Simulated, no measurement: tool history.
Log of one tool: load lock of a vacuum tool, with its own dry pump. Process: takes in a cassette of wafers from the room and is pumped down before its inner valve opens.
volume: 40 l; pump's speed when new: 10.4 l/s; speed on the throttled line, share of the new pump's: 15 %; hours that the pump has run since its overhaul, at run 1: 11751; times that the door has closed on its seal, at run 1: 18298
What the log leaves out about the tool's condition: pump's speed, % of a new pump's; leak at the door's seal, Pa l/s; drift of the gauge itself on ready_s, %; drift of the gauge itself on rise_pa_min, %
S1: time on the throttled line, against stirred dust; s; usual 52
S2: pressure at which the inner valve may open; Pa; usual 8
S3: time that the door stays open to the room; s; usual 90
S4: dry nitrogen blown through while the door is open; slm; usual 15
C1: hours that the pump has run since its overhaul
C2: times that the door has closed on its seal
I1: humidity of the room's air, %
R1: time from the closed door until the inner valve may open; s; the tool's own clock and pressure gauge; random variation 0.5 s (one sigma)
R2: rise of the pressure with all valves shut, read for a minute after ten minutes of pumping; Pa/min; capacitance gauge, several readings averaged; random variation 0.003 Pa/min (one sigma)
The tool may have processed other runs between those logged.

run 1 hour=0 | S1=52 S2=8 S3=90 S4=15 | C1=11751 C2=18298 | I1=44.1 | R1=83.9 R2=0.098
run 2 hour=151.3 | S1=52 S2=8 S3=90 S4=8 | C1=11903 C2=18818 | I1=41.9 | R1=83.6 R2=0.105
run 3 hour=318.1 | S1=52 S2=8 S3=90 S4=8 | C1=12069 C2=19391 | I1=44 | R1=82.6 R2=0.112
run 4 hour=424.1 | S1=52 S2=8 S3=90 S4=8 | C1=12176 C2=19755 | I1=48.4 | R1=83.2 R2=0.119
run 5 hour=557.3 | S1=52 S2=8 S3=90 S4=15 | C1=12309 C2=20212 | I1=42.1 | R1=83.6 R2=0.108
run 6 hour=700 | S1=52 S2=8 S3=52 S4=15 | C1=12451 C2=20703 | I1=42.3 | R1=83.6 R2=0.106
run 7 hour=862.4 | S1=52 S2=8 S3=52 S4=15 | C1=12614 C2=21261 | I1=48.3 | R1=83.3 R2=0.113
run 8 hour=934.3 | S1=52 S2=8 S3=212 S4=15 | C1=12686 C2=21508 | I1=43.6 | R1=83.7 R2=0.129
run 9 hour=1090.4 | S1=27 S2=8 S3=212 S4=15 | C1=12842 C2=22044 | I1=46 | R1=62.4 R2=0.137
-- hour=1111.9 dry pump taken out, an overhauled one fitted
run 10 hour=1241.3 | S1=27 S2=8 S3=212 S4=15 | C1=129 C2=22542 | I1=42.9 | R1=60.1 R2=0.137
run 11 hour=1359.4 | S1=27 S2=8 S3=212 S4=15 | C1=248 C2=22947 | I1=43.3 | R1=60.3 R2=0.141
run 12 hour=1514.1 | S1=27 S2=8 S3=212 S4=15 | C1=402 C2=23479 | I1=45.4 | R1=60.8 R2=0.141
run 13 hour=1668.4 | S1=27 S2=8 S3=212 S4=15 | C1=557 C2=24009 | I1=44.2 | R1=60 R2=0.145
run 14 hour=1786 | S1=27 S2=8 S3=212 S4=15 | C1=674 C2=24413 | I1=44.7 | R1=60.2 R2=0.149
run 15 hour=1908.7 | S1=52 S2=8 S3=90 S4=15 | C1=797 C2=24834 | I1=41.8 | R1=80.9 R2=0.133
run 16 hour=2031.3 | S1=52 S2=8 S3=90 S4=15 | C1=919 C2=25255 | I1=43.4 | R1=81.4 R2=0.141
run 17 hour=2153.8 | S1=52 S2=8 S3=90 S4=15 | C1=1042 C2=25676 | I1=46.9 | R1=81.7 R2=0.14
run 18 hour=2265.7 | S1=52 S2=8 S3=90 S4=15 | C1=1154 C2=26061 | I1=46.6 | R1=81.7 R2=0.149
run 19 hour=2400.3 | S1=52 S2=8 S3=90 S4=7 | C1=1288 C2=26523 | I1=44.5 | R1=80.6 R2=0.15
run 20 hour=2525.8 | S1=34 S2=9 S3=90 S4=15 | C1=1414 C2=26954 | I1=46.4 | R1=65.7 R2=0.145
run 21 hour=2598.5 | S1=43 S2=8 S3=90 S4=15 | C1=1487 C2=27204 | I1=41.4 | R1=72.8 R2=0.151
run 22 hour=2761.5 | S1=27 S2=9 S3=39 S4=15 | C1=1650 C2=27764 | I1=47.3 | R1=59.9 R2=0.144
run 23 hour=2897.9 | S1=27 S2=9 S3=39 S4=15 | C1=1786 C2=28233 | I1=44.1 | R1=60.2 R2=0.155
run 24 hour=3016.7 | S1=52 S2=6 S3=137 S4=15 | C1=1905 C2=28640 | I1=46.4 | R1=83.1 R2=0.162
run 25 hour=3159.6 | S1=34 S2=11 S3=137 S4=16 | C1=2048 C2=29131 | I1=44 | R1=65.2 R2=0.167
run 26 hour=3246.7 | S1=69 S2=13 S3=26 S4=43 | C1=2135 C2=29431 | I1=47.4 | R1=94.4 R2=0.147
run 27 hour=3367.4 | S1=69 S2=13 S3=26 S4=6 | C1=2255 C2=29845 | I1=45.8 | R1=94.2 R2=0.16
run 28 hour=3507.1 | S1=69 S2=7 S3=26 S4=6 | C1=2395 C2=30325 | I1=45.5 | R1=96.8 R2=0.163
run 29 hour=3608.8 | S1=64 S2=11 S3=53 S4=15 | C1=2497 C2=30675 | I1=45.9 | R1=91.2 R2=0.166
run 30 hour=3732.5 | S1=92 S2=11 S3=53 S4=30 | C1=2621 C2=31099 | I1=44.3 | R1=114.9 R2=0.165
run 31 hour=3900 | S1=68 S2=7 S3=53 S4=23 | C1=2788 C2=31675 | I1=44.9 | R1=96.1 R2=0.173
run 32 hour=3993.7 | S1=68 S2=7 S3=53 S4=23 | C1=2882 C2=31997 | I1=47.1 | R1=96 R2=0.176
run 33 hour=4124.6 | S1=68 S2=7 S3=53 S4=23 | C1=3013 C2=32447 | I1=44.9 | R1=95.9 R2=0.17
run 34 hour=4223.9 | S1=68 S2=7 S3=53 S4=23 | C1=3112 C2=32788 | I1=46.3 | R1=96.9 R2=0.175
run 35 hour=4316.3 | S1=60 S2=14 S3=40 S4=10 | C1=3204 C2=33105 | I1=44.6 | R1=87.1 R2=0.185
run 36 hour=4470.5 | S1=45 S2=7 S3=40 S4=10 | C1=3359 C2=33635 | I1=43.1 | R1=77 R2=0.187
run 37 hour=4627.5 | S1=52 S2=6 S3=138 S4=41 | C1=3516 C2=34174 | I1=45.2 | R1=83.5 R2=0.192
run 38 hour=4732.9 | S1=52 S2=10 S3=138 S4=6 | C1=3621 C2=34536 | I1=47.5 | R1=80.7 R2=0.219

Branching from run 38: 3 alternative next runs. What would each branch give?
run A hour=4865.5 | S1=52 S2=9 S3=138 S4=38 | C1=3754 C2=34992 | I1=43.4 | R1=? R2=?
run B hour=4865.5 | S1=78 S2=12 S3=53 S4=6 | C1=3754 C2=34992 | I1=43.8 | R1=? R2=?
run C hour=4865.5 | S1=92 S2=8 S3=85 S4=39 | C1=3754 C2=34992 | I1=43.7 | R1=? R2=?

run=A R1=81.4 R2=0.199
run=B R1=102.2 R2=0.21
run=C R1=115.4 R2=0.189
Take away the tool's hidden state, keep each run's random variation, and the runs would have read:
run=A R1=80.3 R2=0.025
run=B R1=101.3 R2=0.034
run=C R1=114.4 R2=0.015
